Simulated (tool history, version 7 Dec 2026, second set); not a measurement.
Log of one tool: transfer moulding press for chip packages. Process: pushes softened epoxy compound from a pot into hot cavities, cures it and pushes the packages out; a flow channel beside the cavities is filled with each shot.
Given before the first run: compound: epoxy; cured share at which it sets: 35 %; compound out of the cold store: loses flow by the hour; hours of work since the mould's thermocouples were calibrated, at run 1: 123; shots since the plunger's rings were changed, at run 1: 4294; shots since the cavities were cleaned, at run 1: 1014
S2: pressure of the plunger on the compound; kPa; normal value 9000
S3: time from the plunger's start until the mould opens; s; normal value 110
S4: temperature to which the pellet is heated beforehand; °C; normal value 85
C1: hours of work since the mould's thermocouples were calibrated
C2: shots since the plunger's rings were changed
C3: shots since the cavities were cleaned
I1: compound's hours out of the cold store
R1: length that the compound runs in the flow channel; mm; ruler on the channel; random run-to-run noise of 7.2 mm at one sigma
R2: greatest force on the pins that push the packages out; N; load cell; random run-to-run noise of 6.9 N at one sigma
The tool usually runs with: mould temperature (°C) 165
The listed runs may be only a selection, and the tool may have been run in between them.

Run 1, hour 0.0: usual settings; C1 123; C2 4294; C3 1014; I1 18.2. Result: R1 963 mm, R2 293 N.
At hour 9.2: plunger's sealing rings changed.
At hour 27.3: cavities cleaned with cleaning compound and waxed.
Run 2, hour 64.3: usual settings; C1 153; C2 421; C3 291; I1 26.0. Result: R1 909 mm, R2 287 N.
Run 3, hour 148.3: usual settings but mould temperature (°C) 166; C1 195; C2 1081; C3 951; I1 12.8. Result: R1 983 mm, R2 277 N.
At hour 185.6: cavities cleaned with cleaning compound and waxed.
Run 4, hour 205.6: usual settings but mould temperature (°C) 166; C1 224; C2 1519; C3 158; I1 30.5. Result: R1 888 mm, R2 285 N.
Run 5, hour 277.9: usual settings; C1 260; C2 2087; C3 726; I1 21.6. Result: R1 939 mm, R2 299 N.
Run 6, hour 328.0: usual settings; C1 285; C2 2480; C3 1119; I1 36.1. Result: R1 853 mm, R2 295 N.
At hour 341.6: cavities cleaned with cleaning compound and waxed.
Run 7, hour 371.9: usual settings; C1 307; C2 2814; C3 238; I1 28.1. Result: R1 904 mm, R2 276 N.
Run 8, hour 444.6: usual settings; C1 343; C2 3385; C3 809; I1 31.5. Result: R1 885 mm, R2 276 N.
At hour 496.2: cavities cleaned with cleaning compound and waxed.
Run 9, hour 496.2: usual settings; C1 369; C2 3778; C3 0; I1 32.3. Result: R1 862 mm, R2 287 N.
At hour 570.5: plunger's sealing rings changed.
Run 10, hour 588.5: usual settings; C1 414; C2 142; C3 706; I1 27.6. Result: R1 904 mm, R2 310 N.
At hour 652.5: cavities cleaned with cleaning compound and waxed.
Run 11, hour 673.1: usual settings; C1 456; C2 795; C3 162; I1 42.5. Result: R1 818 mm, R2 276 N.
Run 12, hour 750.9: usual settings; C1 495; C2 1406; C3 773; I1 44.7. Result: R1 811 mm, R2 275 N.
At hour 806.2: cavities cleaned with cleaning compound and waxed.
Run 13, hour 824.2: usual settings; C1 531; C2 1970; C3 141; I1 34.3. Result: R1 873 mm, R2 275 N.
At hour 833.4: mould's thermocouples calibrated.
Run 14, hour 902.5: usual settings but S3 95 s; C1 35; C2 2570; C3 741; I1 24.4. Result: R1 934 mm, R2 344 N.
At hour 961.9: cavities cleaned with cleaning compound and waxed.
Run 15, hour 989.6: usual settings but mould temperature (°C) 163, S2 8670 kPa; C1 78; C2 3242; C3 217; I1 22.9. Result: R1 916 mm, R2 314 N.
Run 16, hour 1037.6: usual settings but mould temperature (°C) 163, S2 8670 kPa; C1 102; C2 3619; C3 594; I1 33.2. Result: R1 867 mm, R2 314 N.
Run 17, hour 1097.8: usual settings but mould temperature (°C) 163, S2 8670 kPa; C1 133; C2 4092; C3 1067; I1 39.9. Result: R1 826 mm, R2 302 N.
At hour 1119.1: cavities cleaned with cleaning compound and waxed.
At hour 1136.1: plunger's sealing rings changed.
Run 18, hour 1165.8: usual settings but mould temperature (°C) 164, S3 116 s; C1 165; C2 234; C3 348; I1 37.0. Result: R1 846 mm, R2 284 N.
Run 19, hour 1222.3: usual settings but S2 10280 kPa; C1 193; C2 678; C3 792; I1 33.6. Result: R1 937 mm, R2 297 N.
At hour 1277.2: cavities cleaned with cleaning compound and waxed.
Run 20, hour 1286.3: usual settings but mould temperature (°C) 164, S2 10370 kPa, S3 149 s, S4 82 °C; C1 225; C2 1168; C3 71; I1 43.5. Result: R1 882 mm, R2 265 N.
Run 21, hour 1365.2: usual settings but mould temperature (°C) 166, S2 8660 kPa, S3 107 s; C1 265; C2 1788; C3 691; I1 18.0. Result: R1 936 mm, R2 298 N.
At hour 1431.0: cavities cleaned with cleaning compound and waxed.
Run 22, hour 1451.6: usual settings but mould temperature (°C) 166, S2 8660 kPa, S3 107 s, S4 84 °C; C1 308; C2 2456; C3 162; I1 34.9. Result: R1 841 mm, R2 293 N.
Run 23, hour 1496.3: usual settings but mould temperature (°C) 166, S2 8660 kPa, S3 107 s, S4 84 °C; C1 330; C2 2807; C3 513; I1 42.6. Result: R1 805 mm, R2 296 N.

For run 24, what comes out?
Run 24, hour 1539.4: usual settings but mould temperature (°C) 166, S2 8660 kPa, S3 107 s, S4 84 °C; C1 352; C2 3145; C3 851; I1 45.4. Result: R1 ?, R2 ?.

Run 24 yielded R1 788 mm, R2 281 N.
Minus the tool's unlogged condition, the same run would have read R1 789 mm, R2 278 N.
